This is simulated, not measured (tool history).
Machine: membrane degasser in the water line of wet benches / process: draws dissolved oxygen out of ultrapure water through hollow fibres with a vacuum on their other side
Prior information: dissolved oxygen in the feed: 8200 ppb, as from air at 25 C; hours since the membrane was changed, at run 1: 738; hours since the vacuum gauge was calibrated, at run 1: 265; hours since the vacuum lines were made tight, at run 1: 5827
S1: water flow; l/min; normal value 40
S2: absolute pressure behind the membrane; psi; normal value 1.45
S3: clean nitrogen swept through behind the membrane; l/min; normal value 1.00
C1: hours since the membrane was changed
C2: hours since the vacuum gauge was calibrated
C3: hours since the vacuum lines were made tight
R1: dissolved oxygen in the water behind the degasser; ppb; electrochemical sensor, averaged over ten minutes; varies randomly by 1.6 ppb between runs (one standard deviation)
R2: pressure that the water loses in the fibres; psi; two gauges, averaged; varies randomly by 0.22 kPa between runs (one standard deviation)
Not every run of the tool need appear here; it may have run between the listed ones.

{"run": 1, "hour": 0.0, "S1": 40, "S2": 1.45, "S3": 1.0, "C1": 738, "C2": 265, "C3": 5827, "R1": 529.6, "R2": 8.052}
{"run": 2, "hour": 44.8, "S1": 29, "S2": 1.45, "S3": 1.0, "C1": 783, "C2": 309, "C3": 5872, "R1": 405.6, "R2": 5.844}
{"run": 3, "hour": 93.4, "S1": 40, "S2": 1.45, "S3": 1.0, "C1": 832, "C2": 358, "C3": 5920, "R1": 526.4, "R2": 8.009}
{"run": 4, "hour": 145.3, "S1": 40, "S2": 1.45, "S3": 1.61, "C1": 884, "C2": 410, "C3": 5972, "R1": 362.5, "R2": 8.112}
{"run": 5, "hour": 186.8, "S1": 40, "S2": 3.38, "S3": 1.0, "C1": 925, "C2": 452, "C3": 6014, "R1": 1389.6, "R2": 8.137}
{"run": 6, "hour": 240.2, "S1": 40, "S2": 3.38, "S3": 1.0, "C1": 979, "C2": 505, "C3": 6067, "R1": 1383.4, "R2": 8.035}
{"run": 7, "hour": 294.6, "S1": 40, "S2": 3.38, "S3": 1.0, "C1": 1033, "C2": 559, "C3": 6121, "R1": 1387.4, "R2": 8.093}
{"run": 8, "hour": 342.5, "S1": 40, "S2": 3.38, "S3": 1.0, "C1": 1081, "C2": 607, "C3": 6169, "R1": 1390.2, "R2": 8.042}
{"run": 9, "hour": 397.3, "S1": 40, "S2": 3.38, "S3": 1.0, "C1": 1136, "C2": 662, "C3": 6224, "R1": 1385.0, "R2": 8.064}
{"run": 10, "hour": 430.5, "S1": 40, "S2": 1.45, "S3": 1.0, "C1": 1169, "C2": 695, "C3": 6257, "R1": 520.8, "R2": 8.071}
{"hour": 437.9, "done": "seals of the vacuum lines changed"}
{"run": 11, "hour": 479.6, "S1": 40, "S2": 1.45, "S3": 1.0, "C1": 1216, "C2": 742, "C3": 42, "R1": 522.1, "R2": 8.092}
{"run": 12, "hour": 505.8, "S1": 40, "S2": 1.45, "S3": 1.0, "C1": 1242, "C2": 768, "C3": 68, "R1": 519.3, "R2": 8.061}
{"run": 13, "hour": 558.1, "S1": 40, "S2": 1.45, "S3": 1.0, "C1": 1295, "C2": 821, "C3": 120, "R1": 522.6, "R2": 8.084}
{"run": 14, "hour": 614.2, "S1": 40, "S2": 1.45, "S3": 1.0, "C1": 1351, "C2": 877, "C3": 176, "R1": 521.1, "R2": 8.034}
{"run": 15, "hour": 669.0, "S1": 40, "S2": 1.45, "S3": 1.0, "C1": 1405, "C2": 932, "C3": 231, "R1": 520.4, "R2": 7.994}
{"run": 16, "hour": 718.6, "S1": 40, "S2": 1.45, "S3": 1.0, "C1": 1455, "C2": 981, "C3": 281, "R1": 519.7, "R2": 8.08}
{"run": 17, "hour": 764.2, "S1": 40, "S2": 1.45, "S3": 1.0, "C1": 1501, "C2": 1027, "C3": 326, "R1": 515.1, "R2": 8.044}
{"run": 18, "hour": 807.0, "S1": 57, "S2": 1.45, "S3": 1.0, "C1": 1543, "C2": 1070, "C3": 369, "R1": 688.7, "R2": 11.471}
{"run": 19, "hour": 845.3, "S1": 57, "S2": 1.45, "S3": 1.0, "C1": 1582, "C2": 1108, "C3": 407, "R1": 687.7, "R2": 11.486}
{"run": 20, "hour": 881.7, "S1": 35, "S2": 2.12, "S3": 2.62, "C1": 1618, "C2": 1144, "C3": 444, "R1": 339.5, "R2": 7.055}
{"run": 21, "hour": 931.7, "S1": 46, "S2": 3.63, "S3": 1.53, "C1": 1668, "C2": 1194, "C3": 494, "R1": 1198.8, "R2": 9.23}
{"run": 22, "hour": 985.6, "S1": 28, "S2": 1.48, "S3": 0.41, "C1": 1722, "C2": 1248, "C3": 548, "R1": 770.8, "R2": 5.681}
{"run": 23, "hour": 1016.5, "S1": 28, "S2": 1.48, "S3": 0.41, "C1": 1753, "C2": 1279, "C3": 579, "R1": 768.6, "R2": 5.598}
{"run": 24, "hour": 1064.7, "S1": 28, "S2": 1.48, "S3": 0.41, "C1": 1801, "C2": 1327, "C3": 627, "R1": 768.6, "R2": 5.632}
{"run": 25, "hour": 1090.2, "S1": 42, "S2": 3.21, "S3": 0.41, "C1": 1827, "C2": 1353, "C3": 652, "R1": 2321.5, "R2": 8.488}
{"run": 26, "hour": 1114.5, "S1": 48, "S2": 1.45, "S3": 1.0, "C1": 1851, "C2": 1377, "C3": 677, "R1": 595.0, "R2": 9.655}
{"run": 27, "hour": 1161.5, "S1": 48, "S2": 1.45, "S3": 1.0, "C1": 1898, "C2": 1424, "C3": 724, "R1": 595.7, "R2": 9.619}
{"run": 28, "hour": 1194.2, "S1": 25, "S2": 1.02, "S3": 1.16, "C1": 1931, "C2": 1457, "C3": 756, "R1": 175.4, "R2": 5.027}
{"run": 29, "hour": 1231.0, "S1": 25, "S2": 1.02, "S3": 1.16, "C1": 1967, "C2": 1494, "C3": 793, "R1": 175.1, "R2": 5.046}
{"run": 30, "hour": 1274.6, "S1": 43, "S2": 2.55, "S3": 1.31, "C1": 2011, "C2": 1537, "C3": 837, "R1": 881.3, "R2": 8.683}
{"hour": 1324.1, "done": "gauge calibrated"}
{"run": 31, "hour": 1324.1, "S1": 43, "S2": 1.16, "S3": 0.69, "C1": 2061, "C2": 1587, "C3": 886, "R1": 524.8, "R2": 8.75}
{"run": 32, "hour": 1365.8, "S1": 32, "S2": 2.28, "S3": 1.18, "C1": 2102, "C2": 1628, "C3": 928, "R1": 679.5, "R2": 6.428}
{"run": 33, "hour": 1401.1, "S1": 40, "S2": 1.45, "S3": 1.0, "C1": 2137, "C2": 1664, "C3": 963, "R1": 526.2, "R2": 8.055}

Some steps in R1, run to run, broken into two amounts with sign: the step expected even without the hidden condition (settings, incoming material, random variation), and the rest, left for the hidden condition together with whatever gauge scatter is not in both the measured and the hidden-condition-free result:
The hidden state here: membrane still open, %; true pressure behind the membrane over the reading, kPa; air that leaks in behind the membrane, l/min; drift of the gauge itself on oxygen_ppb, %; drift of the gauge itself on loss_of_pressure_kpa, %.
Run 4 -> 5: S2 1.45 -> 3.38, S3 1.61 -> 1.00. R1 +1027.1 ppb: hidden state -3.8, all else +1030.9.
Run 24 -> 25: S1 28 -> 42, S2 1.48 -> 3.21. R1 +1552.9 ppb: hidden state -32.0, all else +1584.9.
Run 25 -> 26: S1 42 -> 48, S2 3.21 -> 1.45, S3 0.41 -> 1.00. R1 -1726.5 ppb: hidden state +34.9, all else -1761.4.
Run 30 -> 31: S2 2.55 -> 1.16, S3 1.31 -> 0.69, gauge calibrated. R1 -356.5 ppb: hidden state +21.0, all else -377.5.
